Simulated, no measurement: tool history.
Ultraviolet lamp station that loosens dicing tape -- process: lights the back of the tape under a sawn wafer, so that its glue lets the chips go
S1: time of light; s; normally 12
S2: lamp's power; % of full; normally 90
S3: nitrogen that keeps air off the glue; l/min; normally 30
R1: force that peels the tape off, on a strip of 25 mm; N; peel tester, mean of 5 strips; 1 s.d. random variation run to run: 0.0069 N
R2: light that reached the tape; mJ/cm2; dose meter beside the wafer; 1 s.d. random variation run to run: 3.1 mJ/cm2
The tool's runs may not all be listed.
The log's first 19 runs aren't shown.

run	day	S1	S2	S3	R1	R2
20	28.604	16	73	60	0.331	339
21	30.600	16	73	60	0.346	332
22	32.133	16	91	60	0.195	408
23	33.079	16	91	60	0.215	406
24	34.158	16	91	60	0.212	399
25	36.354	16	91	60	0.238	384
26	38.058	11	74	12	2.198	211
# day 38.554: window cleaned of glue's vapour
27	39.321	11	74	12	1.798	254
# day 41.233: lamp changed
28	41.383	20	73	33	0.109	632
29	43.338	19	90	57	0.084	737
30	45.283	6	90	40	1.032	225
31	46.942	13	84	58	0.162	454
32	48.633	12	97	16	0.472	469
33	49.946	24	86	29	0.084	815
34	51.154	24	86	29	0.090	818
35	52.300	24	86	29	0.081	807

Consider 4 possible next runs. They are alternatives, not a sequence: every one starts from the tool as it was left by run 35. What does each give?
A	54.012	21	100	29	?	?
B	54.012	17	76	21	?	?
C	54.012	24	86	48	?	?
D	54.012	8	77	30	?	?

run	R1	R2
A	0.095	809
B	0.318	497
C	0.086	800
D	1.180	235
Had the tool no hidden state, the same runs would have come out as:
run	R1	R2
A	0.086	940
B	0.218	577
C	0.083	929
D	0.898	273
